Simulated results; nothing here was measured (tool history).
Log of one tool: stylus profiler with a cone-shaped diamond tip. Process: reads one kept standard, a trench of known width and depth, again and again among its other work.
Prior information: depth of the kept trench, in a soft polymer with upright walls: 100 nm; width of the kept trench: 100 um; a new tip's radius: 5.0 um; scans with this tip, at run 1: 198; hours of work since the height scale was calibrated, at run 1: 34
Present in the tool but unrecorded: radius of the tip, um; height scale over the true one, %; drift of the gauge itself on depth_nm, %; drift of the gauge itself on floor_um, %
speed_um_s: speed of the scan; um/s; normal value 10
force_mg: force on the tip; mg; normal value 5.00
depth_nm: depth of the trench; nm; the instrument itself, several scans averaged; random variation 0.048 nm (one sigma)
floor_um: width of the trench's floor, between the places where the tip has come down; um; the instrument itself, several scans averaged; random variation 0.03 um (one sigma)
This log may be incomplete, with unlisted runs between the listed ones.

| run | day | speed_um_s | force_mg | scans with this tip | hours of work since the height scale was calibrated | depth_nm | floor_um |
|---|---|---|---|---|---|---|---|
| 1 | 0.000 | 10 | 5.00 | 198 | 34 | 101.60 | 97.99 |
| 2 | 2.192 | 10 | 5.00 | 413 | 71 | 101.65 | 97.96 |
| 3 | 3.621 | 10 | 5.00 | 552 | 95 | 101.53 | 97.94 |
| 4 | 5.462 | 10 | 5.00 | 732 | 127 | 101.55 | 97.97 |
| 5 | 7.538 | 10 | 5.00 | 935 | 162 | 101.56 | 97.95 |
| 6 | 10.008 | 10 | 2.55 | 1176 | 203 | 100.99 | 97.98 |
| 7 | 11.838 | 10 | 2.55 | 1355 | 234 | 100.94 | 97.85 |
| 8 | 13.200 | 10 | 2.55 | 1488 | 257 | 100.97 | 97.91 |
| 9 | 15.771 | 10 | 4.16 | 1739 | 301 | 101.38 | 97.98 |
| 10 | 17.188 | 2 | 4.16 | 1878 | 325 | 101.39 | 98.04 |
| 11 | 19.112 | 2 | 4.16 | 2066 | 357 | 101.33 | 97.97 |
| 12 | 21.538 | 3 | 4.16 | 2303 | 398 | 101.32 | 97.96 |
| 13 | 24.108 | 3 | 4.16 | 2554 | 442 | 101.38 | 97.99 |
| 14 | 25.721 | 10 | 5.00 | 2711 | 469 | 101.59 | 98.02 |
| 15 | 28.000 | 2 | 5.00 | 2934 | 507 | 101.59 | 98.02 |
| 16 | 29.446 | 2 | 5.00 | 3075 | 532 | 101.48 | 98.02 |
| 17 | 31.617 | 10 | 5.00 | 3288 | 569 | 101.62 | 97.95 |
| 18 | 32.796 | 10 | 5.00 | 3403 | 588 | 101.54 | 97.89 |
| 19 | 34.929 | 10 | 5.00 | 3611 | 625 | 101.61 | 97.95 |
| 20 | 36.996 | 10 | 5.00 | 3813 | 659 | 101.55 | 97.97 |
| 21 | 38.254 | 10 | 7.22 | 3936 | 681 | 101.97 | 97.95 |
| 22 | 39.367 | 10 | 7.22 | 4045 | 700 | 102.00 | 97.96 |
| 23 | 40.471 | 20 | 8.49 | 4153 | 718 | 102.32 | 97.93 |
| 24 | 42.471 | 20 | 8.49 | 4348 | 752 | 102.18 | 97.94 |
| 25 | 44.888 | 20 | 8.49 | 4584 | 793 | 102.16 | 97.93 |
| 26 | 46.588 | 11 | 8.49 | 4750 | 822 | 102.22 | 97.94 |
| 27 | 48.879 | 21 | 2.44 | 4975 | 860 | 100.91 | 97.85 |
| 28 | 50.321 | 22 | 4.84 | 5115 | 885 | 101.48 | 97.90 |
| 29 | 51.612 | 6 | 10.04 | 5241 | 907 | 102.48 | 97.97 |
| 30 | 53.700 | 6 | 10.04 | 5445 | 942 | 102.47 | 97.99 |
| 31 | 54.817 | 10 | 8.53 | 5555 | 961 | 102.27 | 97.97 |
| 32 | 56.892 | 12 | 2.38 | 5757 | 996 | 100.86 | 97.94 |
| 33 | 59.158 | 12 | 2.38 | 5979 | 1034 | 100.94 | 97.94 |
| 34 | 61.146 | 4 | 7.48 | 6173 | 1068 | 102.02 | 97.99 |
| 35 | 62.912 | 5 | 3.27 | 6345 | 1097 | 101.15 | 97.97 |
| 36 | 65.112 | 5 | 3.27 | 6560 | 1135 | 101.17 | 97.94 |
| 37 | 67.325 | 6 | 6.79 | 6777 | 1172 | 101.88 | 97.99 |
| 38 | 69.096 | 7 | 3.06 | 6950 | 1202 | 101.13 | 97.93 |
| 39 | 70.471 | 32 | 3.42 | 7084 | 1225 | 101.16 | 97.80 |
| 40 | 73.017 | 32 | 3.42 | 7333 | 1268 | 101.20 | 97.82 |
| 41 | 74.950 | 4 | 12.68 | 7522 | 1301 | 102.96 | 97.99 |
| 42 | 77.133 | 31 | 6.26 | 7735 | 1338 | 101.78 | 97.89 |
| 43 | 79.008 | 3 | 1.85 | 7918 | 1369 | 100.71 | 97.97 |

Each row is a separate what-if for the run after 43, all from the same tool condition, not one after another. Results?
| A | 81.383 | 5 | 1.85 | 8150 | 1410 | ? | ? |
| B | 81.383 | 14 | 9.18 | 8150 | 1410 | ? | ? |
| C | 81.383 | 28 | 2.69 | 8150 | 1410 | ? | ? |

| run | depth_nm | floor_um |
|---|---|---|
| A | 100.85 | 97.98 |
| B | 102.27 | 97.88 |
| C | 101.03 | 97.85 |
The same runs, with their run-to-run variation unchanged, on a tool lacking any hidden condition would have given:
| run | depth_nm | floor_um |
|---|---|---|
| A | 100.86 | 97.99 |
| B | 102.28 | 97.89 |
| C | 101.04 | 97.86 |

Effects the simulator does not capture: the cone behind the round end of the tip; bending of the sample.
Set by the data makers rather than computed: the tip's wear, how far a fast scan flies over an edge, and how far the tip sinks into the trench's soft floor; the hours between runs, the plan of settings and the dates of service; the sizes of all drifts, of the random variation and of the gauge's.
